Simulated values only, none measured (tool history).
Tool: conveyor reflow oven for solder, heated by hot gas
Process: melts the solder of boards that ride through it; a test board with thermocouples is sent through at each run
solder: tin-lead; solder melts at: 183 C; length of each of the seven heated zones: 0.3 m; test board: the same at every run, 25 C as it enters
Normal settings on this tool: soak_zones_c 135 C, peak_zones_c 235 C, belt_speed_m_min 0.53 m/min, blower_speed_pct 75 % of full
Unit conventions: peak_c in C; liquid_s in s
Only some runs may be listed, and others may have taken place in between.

run 1 day=0 | soak_zones_c=135 peak_zones_c=235 belt_speed_m_min=0.53 blower_speed_pct=75 | peak_c=222.4 liquid_s=54
run 2 day=0.362 | soak_zones_c=135 peak_zones_c=235 belt_speed_m_min=0.53 blower_speed_pct=75 | peak_c=222.4 liquid_s=54
run 3 day=0.629 | soak_zones_c=135 peak_zones_c=235 belt_speed_m_min=0.53 blower_speed_pct=75 | peak_c=222.4 liquid_s=53.7
run 4 day=0.942 | soak_zones_c=135 peak_zones_c=235 belt_speed_m_min=0.53 blower_speed_pct=75 | peak_c=222.4 liquid_s=53.7
run 5 day=1.125 | soak_zones_c=135 peak_zones_c=235 belt_speed_m_min=0.53 blower_speed_pct=75 | peak_c=221.9 liquid_s=54
run 6 day=1.396 | soak_zones_c=135 peak_zones_c=235 belt_speed_m_min=0.53 blower_speed_pct=75 | peak_c=222.5 liquid_s=54.1
run 7 day=1.642 | soak_zones_c=135 peak_zones_c=235 belt_speed_m_min=0.53 blower_speed_pct=75 | peak_c=222.3 liquid_s=53.6
run 8 day=1.821 | soak_zones_c=135 peak_zones_c=235 belt_speed_m_min=0.53 blower_speed_pct=75 | peak_c=222.1 liquid_s=53.9
run 9 day=2.138 | soak_zones_c=135 peak_zones_c=235 belt_speed_m_min=0.53 blower_speed_pct=75 | peak_c=222 liquid_s=53.8
run 10 day=2.446 | soak_zones_c=135 peak_zones_c=235 belt_speed_m_min=0.53 blower_speed_pct=52 | peak_c=217.8 liquid_s=50.2
run 11 day=2.838 | soak_zones_c=135 peak_zones_c=235 belt_speed_m_min=0.53 blower_speed_pct=52 | peak_c=217.3 liquid_s=50
run 12 day=3.125 | soak_zones_c=135 peak_zones_c=235 belt_speed_m_min=0.53 blower_speed_pct=52 | peak_c=218 liquid_s=50
run 13 day=3.346 | soak_zones_c=135 peak_zones_c=235 belt_speed_m_min=0.53 blower_speed_pct=52 | peak_c=217.3 liquid_s=50.3
run 14 day=3.717 | soak_zones_c=135 peak_zones_c=235 belt_speed_m_min=0.53 blower_speed_pct=75 | peak_c=222.1 liquid_s=53.7
run 15 day=3.912 | soak_zones_c=135 peak_zones_c=235 belt_speed_m_min=0.53 blower_speed_pct=70 | peak_c=221.4 liquid_s=53.3
run 16 day=4.192 | soak_zones_c=135 peak_zones_c=235 belt_speed_m_min=0.443 blower_speed_pct=75 | peak_c=226.8 liquid_s=68.2
run 17 day=4.379 | soak_zones_c=135 peak_zones_c=235 belt_speed_m_min=0.443 blower_speed_pct=75 | peak_c=227.3 liquid_s=68.5
run 18 day=4.638 | soak_zones_c=121 peak_zones_c=224 belt_speed_m_min=0.472 blower_speed_pct=70 | peak_c=212.6 liquid_s=50.1
run 19 day=4.938 | soak_zones_c=136 peak_zones_c=228 belt_speed_m_min=0.53 blower_speed_pct=75 | peak_c=215.6 liquid_s=50.3
run 20 day=5.125 | soak_zones_c=136 peak_zones_c=228 belt_speed_m_min=0.53 blower_speed_pct=75 | peak_c=216.4 liquid_s=50.4
run 21 day=5.3 | soak_zones_c=136 peak_zones_c=228 belt_speed_m_min=0.53 blower_speed_pct=75 | peak_c=216 liquid_s=50.6
run 22 day=5.579 | soak_zones_c=136 peak_zones_c=228 belt_speed_m_min=0.53 blower_speed_pct=75 | peak_c=215.7 liquid_s=50.7
run 23 day=5.967 | soak_zones_c=136 peak_zones_c=228 belt_speed_m_min=0.53 blower_speed_pct=73 | peak_c=215.8 liquid_s=49.9
run 24 day=6.175 | soak_zones_c=133 peak_zones_c=247 belt_speed_m_min=0.445 blower_speed_pct=75 | peak_c=238.4 liquid_s=72.9
run 25 day=6.342 | soak_zones_c=135 peak_zones_c=235 belt_speed_m_min=0.53 blower_speed_pct=64 | peak_c=220.5 liquid_s=52.4
run 26 day=6.5 | soak_zones_c=135 peak_zones_c=240 belt_speed_m_min=0.511 blower_speed_pct=75 | peak_c=227.4 liquid_s=58.8
run 27 day=6.817 | soak_zones_c=138 peak_zones_c=239 belt_speed_m_min=0.566 blower_speed_pct=54 | peak_c=219.3 liquid_s=49.1
run 28 day=7.092 | soak_zones_c=129 peak_zones_c=236 belt_speed_m_min=0.619 blower_speed_pct=87 | peak_c=219.2 liquid_s=42.6
run 29 day=7.371 | soak_zones_c=135 peak_zones_c=235 belt_speed_m_min=0.53 blower_speed_pct=78 | peak_c=222.6 liquid_s=54.1
run 30 day=7.688 | soak_zones_c=135 peak_zones_c=235 belt_speed_m_min=0.53 blower_speed_pct=78 | peak_c=222.4 liquid_s=53.9
run 31 day=7.908 | soak_zones_c=122 peak_zones_c=235 belt_speed_m_min=0.53 blower_speed_pct=78 | peak_c=220.8 liquid_s=49.6

Forecast each of these 3 alternatives for the next run:
run A day=8.225 | soak_zones_c=122 peak_zones_c=235 belt_speed_m_min=0.53 blower_speed_pct=68 | peak_c=? liquid_s=?
run B day=8.225 | soak_zones_c=135 peak_zones_c=238 belt_speed_m_min=0.53 blower_speed_pct=62 | peak_c=? liquid_s=?
run C day=8.225 | soak_zones_c=122 peak_zones_c=235 belt_speed_m_min=0.631 blower_speed_pct=78 | peak_c=? liquid_s=?

run=A peak_c=218.5 liquid_s=48.1
run=B peak_c=222.2 liquid_s=53.7
run=C peak_c=214.6 liquid_s=36.7
With no hidden state in the tool, these same runs would have given:
run=A peak_c=219.5 liquid_s=49
run=B peak_c=223 liquid_s=54.2
run=C peak_c=216.1 liquid_s=37.9
